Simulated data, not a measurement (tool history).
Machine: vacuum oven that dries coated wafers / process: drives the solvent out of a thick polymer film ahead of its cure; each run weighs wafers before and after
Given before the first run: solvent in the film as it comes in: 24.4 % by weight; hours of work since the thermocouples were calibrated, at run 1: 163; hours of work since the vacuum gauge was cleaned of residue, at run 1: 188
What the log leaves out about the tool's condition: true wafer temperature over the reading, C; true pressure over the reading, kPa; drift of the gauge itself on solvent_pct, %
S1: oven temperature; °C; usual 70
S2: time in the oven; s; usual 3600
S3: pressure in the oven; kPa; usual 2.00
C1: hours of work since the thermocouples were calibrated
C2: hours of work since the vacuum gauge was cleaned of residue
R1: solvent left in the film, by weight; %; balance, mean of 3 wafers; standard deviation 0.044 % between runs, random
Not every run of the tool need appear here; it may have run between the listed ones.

Run 1, hour 0.0: usual settings; C1 163; C2 188. Result: R1 2.54 %.
Run 2, hour 11.2: usual settings; C1 169; C2 194. Result: R1 2.56 %.
Run 3, hour 22.5: usual settings; C1 176; C2 200. Result: R1 2.65 %.
Run 4, hour 33.6: usual settings; C1 182; C2 206. Result: R1 2.55 %.
Run 5, hour 40.7: usual settings; C1 186; C2 210. Result: R1 2.55 %.
Run 6, hour 49.1: usual settings; C1 190; C2 215. Result: R1 2.66 %.
Run 7, hour 57.2: usual settings but S3 1.80 kPa; C1 195; C2 219. Result: R1 2.42 %.
Run 8, hour 64.9: usual settings but S3 1.80 kPa; C1 199; C2 224. Result: R1 2.53 %.
Run 9, hour 79.0: usual settings but S3 3.19 kPa; C1 206; C2 231. Result: R1 3.44 %.
Run 10, hour 91.0: usual settings but S1 81 °C; C1 213; C2 238. Result: R1 0.96 %.
Run 11, hour 102.3: usual settings but S1 82 °C; C1 219; C2 244. Result: R1 0.97 %.
Run 12, hour 114.8: usual settings but S1 82 °C; C1 226; C2 251. Result: R1 0.92 %.
Run 13, hour 124.2: usual settings but S1 82 °C; C1 231; C2 256. Result: R1 0.95 %.
Run 14, hour 138.6: usual settings but S1 82 °C, S3 4.24 kPa; C1 239; C2 264. Result: R1 1.98 %.
Run 15, hour 153.0: usual settings but S1 82 °C; C1 247; C2 272. Result: R1 0.99 %.
Run 16, hour 168.9: usual settings but S1 80 °C; C1 256; C2 280. Result: R1 1.06 %.
Run 17, hour 182.4: usual settings but S1 80 °C; C1 263; C2 288. Result: R1 1.13 %.
Run 18, hour 198.4: usual settings but S2 4560 s; C1 272; C2 296. Result: R1 2.07 %.
Run 19, hour 213.4: usual settings; C1 280; C2 305. Result: R1 2.70 %.
Run 20, hour 226.6: usual settings; C1 287; C2 312. Result: R1 2.64 %.
Run 21, hour 243.0: usual settings but S1 61 °C; C1 296; C2 321. Result: R1 6.81 %.
Run 22, hour 260.1: usual settings but S1 68 °C; C1 305; C2 330. Result: R1 3.43 %.
Run 23, hour 275.5: usual settings; C1 314; C2 338. Result: R1 2.64 %.
Run 24, hour 286.2: usual settings; C1 320; C2 344. Result: R1 2.67 %.
Run 25, hour 295.5: usual settings but S1 60 °C, S2 2100 s, S3 1.14 kPa; C1 325; C2 349. Result: R1 10.35 %.
Run 26, hour 303.8: usual settings but S1 60 °C, S2 2100 s, S3 1.14 kPa; C1 329; C2 354. Result: R1 10.38 %.
Run 27, hour 320.0: usual settings but S3 2.94 kPa; C1 338; C2 363. Result: R1 3.35 %.
Run 28, hour 335.3: usual settings but S2 1920 s, S3 2.86 kPa; C1 346; C2 371. Result: R1 6.07 %.
Run 29, hour 342.9: usual settings but S1 84 °C, S2 1860 s; C1 351; C2 375. Result: R1 1.25 %.
Run 30, hour 355.3: usual settings but S1 84 °C, S2 1860 s; C1 357; C2 382. Result: R1 1.16 %.
Run 31, hour 372.7: usual settings but S2 3840 s, S3 1.62 kPa; C1 367; C2 392. Result: R1 2.19 %.
Run 32, hour 389.4: usual settings but S2 3840 s, S3 1.62 kPa; C1 376; C2 401. Result: R1 2.19 %.
Run 33, hour 396.9: usual settings but S2 3840 s, S3 1.62 kPa; C1 380; C2 405. Result: R1 2.17 %.
Run 34, hour 413.5: usual settings but S2 3840 s, S3 1.62 kPa; C1 389; C2 414. Result: R1 2.21 %.
Run 35, hour 422.0: usual settings but S1 79 °C, S2 3840 s, S3 1.52 kPa; C1 394; C2 418. Result: R1 0.94 %.
Run 36, hour 431.6: usual settings but S2 1920 s; C1 399; C2 424. Result: R1 5.75 %.
Run 37, hour 440.6: usual settings but S1 62 °C, S3 5.23 kPa; C1 404; C2 429. Result: R1 9.22 %.
Run 38, hour 451.9: usual settings but S1 57 °C, S2 2400 s, S3 3.82 kPa; C1 410; C2 435. Result: R1 13.53 %.
Run 39, hour 460.4: usual settings but S1 67 °C, S2 1920 s, S3 5.33 kPa; C1 415; C2 439. Result: R1 9.61 %.
Run 40, hour 471.5: usual settings but S1 78 °C, S3 4.01 kPa; C1 421; C2 445. Result: R1 2.39 %.
Run 41, hour 481.9: usual settings but S1 64 °C, S2 6360 s, S3 2.86 kPa; C1 426; C2 451. Result: R1 3.76 %.
Run 42, hour 498.6: usual settings but S1 79 °C; C1 436; C2 460. Result: R1 1.21 %.
Run 43, hour 511.8: usual settings but S1 83 °C, S2 4020 s; C1 443; C2 467. Result: R1 0.93 %.
Run 44, hour 523.4: usual settings but S1 83 °C, S2 4020 s; C1 449; C2 474. Result: R1 0.97 %.
Run 45, hour 538.2: usual settings but S1 75 °C; C1 457; C2 482. Result: R1 1.56 %.
Run 46, hour 545.9: usual settings but S1 75 °C; C1 461; C2 486. Result: R1 1.61 %.
Run 47, hour 560.8: usual settings but S1 73 °C, S2 5280 s, S3 1.25 kPa; C1 469; C2 494. Result: R1 0.95 %.

Each row is a separate what-if for the run after 47, all from the same tool condition, not one after another. Results?
Run A, hour 568.3: usual settings but S1 72 °C, S3 7.19 kPa; C1 474; C2 498. Result: R1 ?.
Run B, hour 568.3: usual settings but S1 59 °C, S2 3420 s, S3 2.63 kPa; C1 474; C2 498. Result: R1 ?.
Run C, hour 568.3: usual settings but S1 74 °C, S3 2.27 kPa; C1 474; C2 498. Result: R1 ?.
Run D, hour 568.3: usual settings but S1 61 °C, S2 4320 s, S3 5.27 kPa; C1 474; C2 498. Result: R1 ?.

run    R1
  A  5.80
  B  9.23
  C  1.97
  D  9.18
What these runs would have given with no unlogged condition in the tool:
run    R1
  A  5.57
  B  8.85
  C  1.83
  D  8.80
